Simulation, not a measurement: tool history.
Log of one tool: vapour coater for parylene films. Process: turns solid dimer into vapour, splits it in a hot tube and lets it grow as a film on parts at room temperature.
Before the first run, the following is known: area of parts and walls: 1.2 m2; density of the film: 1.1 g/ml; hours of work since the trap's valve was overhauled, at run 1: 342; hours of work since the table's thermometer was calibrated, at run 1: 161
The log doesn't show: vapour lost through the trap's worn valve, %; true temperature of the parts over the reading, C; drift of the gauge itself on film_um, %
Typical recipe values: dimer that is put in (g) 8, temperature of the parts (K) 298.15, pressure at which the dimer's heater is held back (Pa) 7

run     day  dimer that is put in (g)  temperature of the parts (K)  pressure at which the dimer's heater is held back (Pa)  hours of work since the trap's valve was overhauled  hours of work since the table's thermometer was calibrated  thickness of the film (um)
  1       0                         8                        298.15                                                       7                                                  342                                                         161                        3.71
      2.012  -- trap's valve overhauled
  2   2.317                         8                        298.15                                                       7                                                    5                                                         198                        4.15
  3   3.358                         8                        298.15                                                       7                                                   24                                                         217                        4.15
  4     5.6                         8                        298.15                                                       7                                                   63                                                         256                        4.08
  5   6.654                         8                        298.15                                                       7                                                   81                                                         274                        4.12
  6   7.871                         8                        298.15                                                       7                                                  102                                                         295                        4.01
  7   9.492                         5                        298.15                                                       7                                                  131                                                         324                        2.44
  8   11.25                         8                        291.15                                                       7                                                  161                                                         355                        5.48
  9  12.771                         8                        298.15                                                       7                                                  188                                                         381                        3.95
 10  14.488                         8                        298.15                                                       7                                                  218                                                         411                        3.79
 11  15.546                         8                        298.15                                                       7                                                  236                                                         430                        3.79
 12  16.904                         8                        298.15                                                       7                                                  260                                                         453                        3.77
 13  18.292                         4                        298.15                                                       7                                                  285                                                         478                        1.86
 14   20.05                         4                        299.15                                                       7                                                  315                                                         508                        1.69
 15  21.771                         8                        298.15                                                       7                                                  345                                                         538                        3.66
 16  22.821                         8                        298.15                                                       7                                                  364                                                         557                        3.62
     23.567  -- trap's valve overhauled
 17  25.062                         8                        298.15                                                       7                                                   26                                                         593                        4.04
 18   26.95                         8                        298.15                                                    9.59                                                   59                                                         626                        3.82
 19  28.171                         4                        298.15                                                    4.39                                                   80                                                         647                        2.08
     28.367  -- table's thermometer calibrated
 20  30.021                         7                        302.15                                                   11.19                                                  112                                                          29                        2.58
 21  31.817                        11                        294.15                                                    9.14                                                  143                                                          60                        6.27
 22  34.004                        10                        307.15                                                    2.07                                                  182                                                          99                         3.6
 23  35.088                         3                        290.15                                                       7                                                  201                                                         117                        2.09
 24  36.688                        13                        297.15                                                    3.43                                                  229                                                         145                        6.84
 25  38.096                         5                        292.15                                                    7.98                                                  253                                                         170                        3.05
 26  40.046                         8                        298.15                                                    3.48                                                  287                                                         204                        3.95
     41.517  -- table's thermometer calibrated, once more
 27  42.275                         8                        291.15                                                    5.37                                                  325                                                          13                        5.21
 28  43.667                         8                        291.15                                                    5.37                                                  350                                                          38                        5.21
     45.171  -- trap's valve overhauled
 29    45.7                         8                        291.15                                                    5.37                                                    9                                                          70                        5.87
 30  47.442                         8                        298.15                                                    4.47                                                   40                                                         101                        4.31
 31  48.758                         3                        298.15                                                    2.33                                                   63                                                         124                        1.78
 32  50.604                         3                        296.15                                                    6.22                                                   95                                                         156                        1.69
 33  51.725                         4                        298.15                                                     2.2                                                  115                                                         175                        2.28

For each entry between runs, how does the tool's hidden state at the last listed run before it compare with that at the first listed run after it?
In the gap between runs 1 and 2: trap's valve overhauled (day 2.012)
  vapour lost through the trap's worn valve, %: 10.8 -> 0.2; true temperature of the parts over the reading, C: 0.06 -> 0.1
  difference, measured minus the result without the unlogged condition, thickness of the film (um): -0.46 -> -0.03
In the gap between runs 16 and 17: trap's valve overhauled (day 23.567)
  vapour lost through the trap's worn valve, %: 11.9 -> 1.1; true temperature of the parts over the reading, C: 0.48 -> 0.52
  difference, measured minus the result without the unlogged condition, thickness of the film (um): -0.59 -> -0.15
In the gap between runs 19 and 20: table's thermometer calibrated (day 28.367)
  vapour lost through the trap's worn valve, %: 3.1 -> 4.1; true temperature of the parts over the reading, C: 0.57 -> 0.71
  difference, measured minus the result without the unlogged condition, thickness of the film (um): -0.13 -> -0.21
In the gap between runs 26 and 27: table's thermometer calibrated, once more (day 41.517)
  vapour lost through the trap's worn valve, %: 9.9 -> 11.3; true temperature of the parts over the reading, C: 0.89 -> 0.06
  difference, measured minus the result without the unlogged condition, thickness of the film (um): -0.64 -> -0.66
In the gap between runs 28 and 29: trap's valve overhauled (day 45.171)
  vapour lost through the trap's worn valve, %: 12.1 -> 0.4; true temperature of the parts over the reading, C: 0.08 -> 0.12
  difference, measured minus the result without the unlogged condition, thickness of the film (um): -0.72 -> -0.02

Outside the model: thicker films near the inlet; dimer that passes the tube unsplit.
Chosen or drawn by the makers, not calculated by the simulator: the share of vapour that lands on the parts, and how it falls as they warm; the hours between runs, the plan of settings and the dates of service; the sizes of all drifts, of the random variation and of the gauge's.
